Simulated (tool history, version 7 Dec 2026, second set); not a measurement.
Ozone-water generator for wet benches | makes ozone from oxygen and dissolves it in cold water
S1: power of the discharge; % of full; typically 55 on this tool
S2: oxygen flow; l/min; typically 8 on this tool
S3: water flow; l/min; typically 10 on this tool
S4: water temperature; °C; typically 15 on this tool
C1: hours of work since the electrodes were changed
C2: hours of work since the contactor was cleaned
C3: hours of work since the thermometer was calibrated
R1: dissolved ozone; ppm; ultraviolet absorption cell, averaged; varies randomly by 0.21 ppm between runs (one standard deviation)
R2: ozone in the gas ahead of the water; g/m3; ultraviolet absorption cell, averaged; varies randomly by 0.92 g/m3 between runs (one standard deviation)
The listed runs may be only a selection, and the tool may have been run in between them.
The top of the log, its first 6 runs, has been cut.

run 7 hour=267.5 | S1=87 S2=8 S3=10 S4=15 | C1=1528 C2=2229 C3=2078 | R1=42.7 R2=214.3
run 8 hour=307.5 | S1=87 S2=8 S3=10 S4=15 | C1=1553 C2=2255 C3=2103 | R1=42.3 R2=216.9
run 9 hour=361.9 | S1=87 S2=8 S3=10 S4=15 | C1=1588 C2=2289 C3=2138 | R1=42.7 R2=218.1
run 10 hour=411.6 | S1=87 S2=8 S3=10 S4=15 | C1=1619 C2=2321 C3=2169 | R1=42.4 R2=215.5
run 11 hour=455.2 | S1=87 S2=8 S3=10 S4=15 | C1=1647 C2=2348 C3=2197 | R1=42.6 R2=216.9
run 12 hour=492.3 | S1=87 S2=8 S3=10 S4=15 | C1=1670 C2=2372 C3=2220 | R1=42.7 R2=216.1
run 13 hour=535.4 | S1=87 S2=8 S3=10 S4=15 | C1=1697 C2=2399 C3=2248 | R1=42.5 R2=217.5
run 14 hour=564.9 | S1=87 S2=8 S3=10 S4=15 | C1=1716 C2=2418 C3=2266 | R1=42.6 R2=216.1
run 15 hour=597.4 | S1=55 S2=8 S3=8 S4=15 | C1=1737 C2=2439 C3=2287 | R1=33.7 R2=154.4
run 16 hour=647.3 | S1=55 S2=8 S3=8 S4=15 | C1=1768 C2=2470 C3=2319 | R1=33.8 R2=153.3
run 17 hour=685.4 | S1=55 S2=8 S3=8 S4=15 | C1=1793 C2=2494 C3=2343 | R1=33.5 R2=152.8
run 18 hour=740.7 | S1=55 S2=8 S3=8 S4=19 | C1=1828 C2=2529 C3=2378 | R1=30.7 R2=155.5
run 19 hour=782.4 | S1=55 S2=8 S3=8 S4=19 | C1=1854 C2=2556 C3=2404 | R1=30.3 R2=152.5
run 20 hour=810.1 | S1=68 S2=10.57 S3=8 S4=19 | C1=1872 C2=2573 C3=2422 | R1=32.3 R2=152.6
run 21 hour=852.7 | S1=55 S2=11.72 S3=11 S4=8 | C1=1899 C2=2600 C3=2449 | R1=30.2 R2=123.3

Run 22 is up next; what results do you expect?
run 22 hour=906.9 | S1=41 S2=13.45 S3=11 S4=8 | C1=1933 C2=2635 C3=2483 | R1=? R2=?

{"run 22": {"R1": 23.1, "R2": 90.5}}
Without the tool's hidden state the same run would have given R1 23.1 ppm, R2 90.6 g/m3.
